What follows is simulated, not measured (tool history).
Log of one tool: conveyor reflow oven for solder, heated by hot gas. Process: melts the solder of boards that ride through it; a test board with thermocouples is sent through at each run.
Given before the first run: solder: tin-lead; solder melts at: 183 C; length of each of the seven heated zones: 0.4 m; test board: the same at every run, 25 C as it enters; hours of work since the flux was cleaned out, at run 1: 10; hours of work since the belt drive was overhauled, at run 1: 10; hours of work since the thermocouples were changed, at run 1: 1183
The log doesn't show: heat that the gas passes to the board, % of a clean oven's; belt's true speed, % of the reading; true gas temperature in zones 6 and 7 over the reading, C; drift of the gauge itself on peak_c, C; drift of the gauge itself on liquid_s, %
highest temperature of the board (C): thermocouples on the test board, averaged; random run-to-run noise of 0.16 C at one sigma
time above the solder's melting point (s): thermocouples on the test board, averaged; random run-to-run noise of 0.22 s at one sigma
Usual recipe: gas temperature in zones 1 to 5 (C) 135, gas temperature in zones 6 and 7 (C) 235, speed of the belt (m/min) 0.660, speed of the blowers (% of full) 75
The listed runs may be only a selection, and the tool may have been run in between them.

run,day,gas temperature in zones 1 to 5 (C),gas temperature in zones 6 and 7 (C),speed of the belt (m/min),speed of the blowers (% of full),hours of work since the flux was cleaned out,hours of work since the belt drive was overhauled,hours of work since the thermocouples were changed,highest temperature of the board (C),time above the solder's melting point (s)
1,0.000,135,235,0.660,75,10,10,1183,225.4,60.0
2,1.183,135,235,0.660,75,32,32,1205,225.6,59.6
3,2.975,135,235,0.660,75,67,67,1239,224.9,59.5
4,4.842,135,235,0.657,75,102,102,1275,225.1,60.2
5,5.933,136,235,0.660,75,123,123,1296,224.9,60.3
6,7.483,136,235,0.660,75,153,153,1325,225.0,60.3
7,8.358,136,235,0.660,75,169,169,1342,224.9,59.9
8,10.421,136,235,0.660,75,209,209,1381,224.8,59.9
9,12.392,136,235,0.660,75,246,246,1419,224.4,60.2
10,13.871,145,243,0.628,79,275,275,1447,234.8,71.6
# day 14.146: thermocouples of zones 6 and 7 changed
11,15.054,132,226,0.778,88,295,295,17,211.3,41.5
12,16.604,132,226,0.778,88,325,325,47,210.7,41.0
13,17.596,132,226,0.778,88,344,344,66,210.8,41.1
14,18.933,132,226,0.693,84,369,369,91,213.5,49.0
15,19.858,132,226,0.693,84,387,387,109,213.1,48.6

For each entry between runs, how does the tool's hidden state at the last listed run before it compare with that at the first listed run after it?
In the gap between runs 10 and 11: thermocouples of zones 6 and 7 changed (day 14.146)
  heat that the gas passes to the board, % of a clean oven's: 91.2 -> 90.6; belt's true speed, % of the reading: 99.07 -> 99.01; true gas temperature in zones 6 and 7 over the reading, C: 2.07 -> -0.05
  the result without the hidden state subtracted from the measured one, highest temperature of the board (C): +0.5 -> -2.2; time above the solder's melting point (s): +0.9 -> -1.6
